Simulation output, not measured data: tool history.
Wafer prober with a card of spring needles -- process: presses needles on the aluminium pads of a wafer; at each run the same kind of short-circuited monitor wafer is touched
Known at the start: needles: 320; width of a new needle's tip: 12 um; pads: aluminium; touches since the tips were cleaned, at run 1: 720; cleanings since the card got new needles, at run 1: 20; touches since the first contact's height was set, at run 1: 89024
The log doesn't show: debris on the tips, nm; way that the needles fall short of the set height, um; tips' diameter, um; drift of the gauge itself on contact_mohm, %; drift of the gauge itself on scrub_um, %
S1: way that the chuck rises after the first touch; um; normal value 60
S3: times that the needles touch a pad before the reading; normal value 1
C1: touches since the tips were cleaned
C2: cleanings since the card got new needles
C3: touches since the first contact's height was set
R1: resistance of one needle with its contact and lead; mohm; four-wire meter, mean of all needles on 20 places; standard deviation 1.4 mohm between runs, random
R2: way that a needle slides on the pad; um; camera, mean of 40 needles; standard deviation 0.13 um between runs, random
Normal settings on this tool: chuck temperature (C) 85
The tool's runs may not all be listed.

Run 1, day 0: usual settings; C1 720; C2 20; C3 89024. Result: R1 121 mohm, R2 10.94 um.
Run 2, day 0.2: usual settings but chuck temperature (C) 26; C1 2300; C2 20; C3 90604. Result: R1 112 mohm, R2 10.88 um.
At day 0.412: tips cleaned on abrasive film.
Run 3, day 0.467: usual settings; C1 408; C2 21; C3 92659. Result: R1 117 mohm, R2 10.68 um.
Run 4, day 0.754: usual settings but S1 48 um; C1 2674; C2 21; C3 94925. Result: R1 124 mohm, R2 8.93 um.
At day 0.921: tips cleaned on abrasive film.
Run 5, day 0.921: usual settings but S1 48 um; C1 0; C2 22; C3 96226. Result: R1 126 mohm, R2 8.46 um.
Run 6, day 1.117: usual settings but S1 48 um, chuck temperature (C) 61; C1 1535; C2 22; C3 97761. Result: R1 121 mohm, R2 8.6 um.
At day 1.433: tips cleaned on abrasive film.
Run 7, day 1.471: usual settings; C1 286; C2 23; C3 100513. Result: R1 120 mohm, R2 10.64 um.
Run 8, day 1.704: usual settings; C1 2131; C2 23; C3 102358. Result: R1 123 mohm, R2 10.77 um.
At day 1.942: tips cleaned on abrasive film.
Run 9, day 2.033: usual settings; C1 705; C2 24; C3 104905. Result: R1 120 mohm, R2 10.66 um.
Run 10, day 2.362: usual settings; C1 3310; C2 24; C3 107510. Result: R1 122 mohm, R2 10.92 um.
At day 2.462: tips cleaned on abrasive film.
Run 11, day 2.667: usual settings but S1 48 um; C1 1622; C2 25; C3 109865. Result: R1 124 mohm, R2 8.71 um.
At day 2.975: tips cleaned on abrasive film.
Run 12, day 3: usual settings but S1 48 um; C1 214; C2 26; C3 112457. Result: R1 124 mohm, R2 8.5 um.
Run 13, day 3.362: usual settings but S1 63 um; C1 3054; C2 26; C3 115297. Result: R1 119 mohm, R2 11.21 um.
At day 3.483: tips cleaned on abrasive film.
Run 14, day 3.571: usual settings but S1 63 um; C1 671; C2 27; C3 116912. Result: R1 120 mohm, R2 11.3 um.
Run 15, day 3.842: usual settings but S1 63 um; C1 2816; C2 27; C3 119057. Result: R1 119 mohm, R2 11.24 um.
At day 3.996: tips cleaned on abrasive film.
Run 16, day 4.138: usual settings; C1 1090; C2 28; C3 121336. Result: R1 122 mohm, R2 10.69 um.
At day 4.521: tips cleaned on abrasive film.
Run 17, day 4.521: usual settings; C1 4; C2 29; C3 124348. Result: R1 123 mohm, R2 10.94 um.
Run 18, day 4.817: usual settings but S1 40 um, chuck temperature (C) 38, S3 2; C1 2314; C2 29; C3 126658. Result: R1 121 mohm, R2 7.04 um.
At day 5.033: tips cleaned on abrasive film.
Run 19, day 5.033: usual settings but S1 40 um, chuck temperature (C) 120; C1 0; C2 30; C3 128344. Result: R1 136 mohm, R2 7.14 um.
Run 20, day 5.338: usual settings but S1 41 um, chuck temperature (C) 58; C1 2384; C2 30; C3 130728. Result: R1 127 mohm, R2 7.29 um.
At day 5.542: tips cleaned on abrasive film.
Run 21, day 5.658: usual settings but S1 41 um, chuck temperature (C) 58; C1 901; C2 31; C3 133225. Result: R1 126 mohm, R2 7.39 um.
Run 22, day 5.871: usual settings but S1 44 um; C1 2562; C2 31; C3 134886. Result: R1 127 mohm, R2 7.89 um.
At day 6.075: tips cleaned on abrasive film.
Run 23, day 6.171: usual settings but S1 59 um, chuck temperature (C) 26, S3 3; C1 776; C2 32; C3 137242. Result: R1 112 mohm, R2 10.49 um.
Run 24, day 6.546: usual settings but chuck temperature (C) 51, S3 3; C1 3716; C2 32; C3 140182. Result: R1 115 mohm, R2 10.95 um.
At day 6.583: tips cleaned on abrasive film.
Run 25, day 6.758: usual settings but chuck temperature (C) 51, S3 3; C1 1364; C2 33; C3 141810. Result: R1 116 mohm, R2 10.56 um.
At day 7.088: tips cleaned on abrasive film.
Run 26, day 7.088: usual settings but S1 73 um, chuck temperature (C) 78; C1 0; C2 34; C3 144378. Result: R1 115 mohm, R2 13.07 um.
Run 27, day 7.396: usual settings but S1 68 um, chuck temperature (C) 90; C1 2434; C2 34; C3 146812. Result: R1 120 mohm, R2 12.05 um.
At day 7.592: tips cleaned on abrasive film.
Run 28, day 7.592: usual settings but S1 71 um, chuck temperature (C) 74; C1 0; C2 35; C3 148334. Result: R1 115 mohm, R2 12.81 um.
Run 29, day 7.775: usual settings but S1 53 um, chuck temperature (C) 74, S3 3; C1 1441; C2 35; C3 149775. Result: R1 120 mohm, R2 9.6 um.
Run 30, day 8.008: usual settings but S1 53 um, chuck temperature (C) 83, S3 2; C1 3280; C2 35; C3 151614. Result: R1 124 mohm, R2 9.57 um.
At day 8.096: tips cleaned on abrasive film.
Run 31, day 8.246: usual settings but S1 53 um, chuck temperature (C) 83, S3 2; C1 1161; C2 36; C3 153426. Result: R1 122 mohm, R2 9.54 um.
Run 32, day 8.458: usual settings but S1 53 um, chuck temperature (C) 83, S3 2; C1 2843; C2 36; C3 155108. Result: R1 123 mohm, R2 9.44 um.
At day 8.629: tips cleaned on abrasive film.
Run 33, day 8.754: usual settings but S1 67 um; C1 976; C2 37; C3 157411. Result: R1 120 mohm, R2 12.08 um.
Run 34, day 9.033: usual settings but S1 75 um, chuck temperature (C) 55; C1 3185; C2 37; C3 159620. Result: R1 110 mohm, R2 13.29 um.

What differs in the tool's unlogged condition from the final listed run ahead of each entry between runs to the first listed run following it?
Logged between run 2 and run 3: tips cleaned on abrasive film (day 0.412)
  debris on the tips, nm: 0.2 -> 0.1
Logged between run 4 and run 5: tips cleaned on abrasive film (day 0.921)
  debris on the tips, nm: 0.2 -> 0
Logged between run 6 and run 7: tips cleaned on abrasive film (day 1.433)
  both runs share identical hidden conditions
Logged between run 8 and run 9: tips cleaned on abrasive film (day 1.942)
  debris on the tips, nm: 0.2 -> 0.1
Logged between run 10 and run 11: tips cleaned on abrasive film (day 2.462)
  debris on the tips, nm: 0.2 -> 0.1; way that the needles fall short of the set height, um: 0 -> 0.01
Logged between run 11 and run 12: tips cleaned on abrasive film (day 2.975)
  debris on the tips, nm: 0.1 -> 0
Logged between run 13 and run 14: tips cleaned on abrasive film (day 3.483)
  debris on the tips, nm: 0.2 -> 0.1
Logged between run 15 and run 16: tips cleaned on abrasive film (day 3.996)
  debris on the tips, nm: 0.2 -> 0.1
Logged between run 16 and run 17: tips cleaned on abrasive film (day 4.521)
  debris on the tips, nm: 0.1 -> 0
Logged between run 18 and run 19: tips cleaned on abrasive film (day 5.033)
  debris on the tips, nm: 0.2 -> 0
Logged between run 20 and run 21: tips cleaned on abrasive film (day 5.542)
  debris on the tips, nm: 0.2 -> 0.1
Logged between run 22 and run 23: tips cleaned on abrasive film (day 6.075)
  debris on the tips, nm: 0.2 -> 0.1
Logged between run 24 and run 25: tips cleaned on abrasive film (day 6.583)
  debris on the tips, nm: 0.2 -> 0.1
Logged between run 25 and run 26: tips cleaned on abrasive film (day 7.088)
  debris on the tips, nm: 0.1 -> 0
Logged between run 27 and run 28: tips cleaned on abrasive film (day 7.592)
  debris on the tips, nm: 0.2 -> 0
Logged between run 30 and run 31: tips cleaned on abrasive film (day 8.096)
  debris on the tips, nm: 0.2 -> 0.1
Logged between run 32 and run 33: tips cleaned on abrasive film (day 8.629)
  debris on the tips, nm: 0.2 -> 0.1

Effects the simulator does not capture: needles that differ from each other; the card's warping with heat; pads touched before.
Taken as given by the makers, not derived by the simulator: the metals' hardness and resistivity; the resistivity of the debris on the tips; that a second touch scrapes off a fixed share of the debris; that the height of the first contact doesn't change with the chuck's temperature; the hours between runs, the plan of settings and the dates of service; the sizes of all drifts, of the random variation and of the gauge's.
